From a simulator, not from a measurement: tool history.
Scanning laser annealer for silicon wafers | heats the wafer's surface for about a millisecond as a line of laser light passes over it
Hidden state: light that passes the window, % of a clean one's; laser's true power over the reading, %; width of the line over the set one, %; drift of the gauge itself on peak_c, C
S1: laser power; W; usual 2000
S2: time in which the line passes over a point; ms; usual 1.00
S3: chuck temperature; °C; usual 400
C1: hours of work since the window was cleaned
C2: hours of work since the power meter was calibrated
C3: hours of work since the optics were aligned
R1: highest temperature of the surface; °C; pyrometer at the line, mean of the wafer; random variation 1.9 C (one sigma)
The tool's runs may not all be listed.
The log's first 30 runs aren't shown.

{"hour": 2361.5, "done": "window over the wafer cleaned"}
{"run": 31, "hour": 2383.4, "S1": 1739, "S2": 0.86, "S3": 394, "C1": 11, "C2": 3025, "C3": 58, "R1": 1014}
{"run": 32, "hour": 2476.8, "S1": 1972, "S2": 0.86, "S3": 392, "C1": 58, "C2": 3072, "C3": 105, "R1": 1090}
{"run": 33, "hour": 2527.3, "S1": 1989, "S2": 1.24, "S3": 383, "C1": 83, "C2": 3098, "C3": 130, "R1": 1228}
{"run": 34, "hour": 2572.4, "S1": 1989, "S2": 1.24, "S3": 383, "C1": 106, "C2": 3121, "C3": 153, "R1": 1232}
{"run": 35, "hour": 2628.8, "S1": 1768, "S2": 1.24, "S3": 431, "C1": 135, "C2": 3149, "C3": 181, "R1": 1189}
{"run": 36, "hour": 2697.8, "S1": 2000, "S2": 0.73, "S3": 400, "C1": 169, "C2": 3184, "C3": 216, "R1": 1047}
{"run": 37, "hour": 2779.9, "S1": 1959, "S2": 0.95, "S3": 398, "C1": 211, "C2": 3225, "C3": 257, "R1": 1125}
{"run": 38, "hour": 2845.6, "S1": 2115, "S2": 1.13, "S3": 392, "C1": 244, "C2": 3258, "C3": 291, "R1": 1245}
{"run": 39, "hour": 2919.2, "S1": 1862, "S2": 1.18, "S3": 376, "C1": 281, "C2": 3295, "C3": 328, "R1": 1151}
{"run": 40, "hour": 2985.4, "S1": 1934, "S2": 0.73, "S3": 420, "C1": 314, "C2": 3329, "C3": 361, "R1": 1047}
{"run": 41, "hour": 3089.1, "S1": 1934, "S2": 0.73, "S3": 420, "C1": 366, "C2": 3381, "C3": 413, "R1": 1046}

3 ways to go on from here, each from the tool as it stands after run 41. What would each give?
{"run": "A", "hour": 3152.0, "S1": 1934, "S2": 1.1, "S3": 420, "C1": 398, "C2": 3412, "C3": 445, "R1": "?"}
{"run": "B", "hour": 3152.0, "S1": 1905, "S2": 0.99, "S3": 414, "C1": 398, "C2": 3412, "C3": 445, "R1": "?"}
{"run": "C", "hour": 3152.0, "S1": 1909, "S2": 1.0, "S3": 369, "C1": 398, "C2": 3412, "C3": 445, "R1": "?"}

run=A R1=1195
run=B R1=1136
run=C R1=1097
Without the tool's hidden state the same runs would have given:
run=A R1=1196
run=B R1=1137
run=C R1=1098
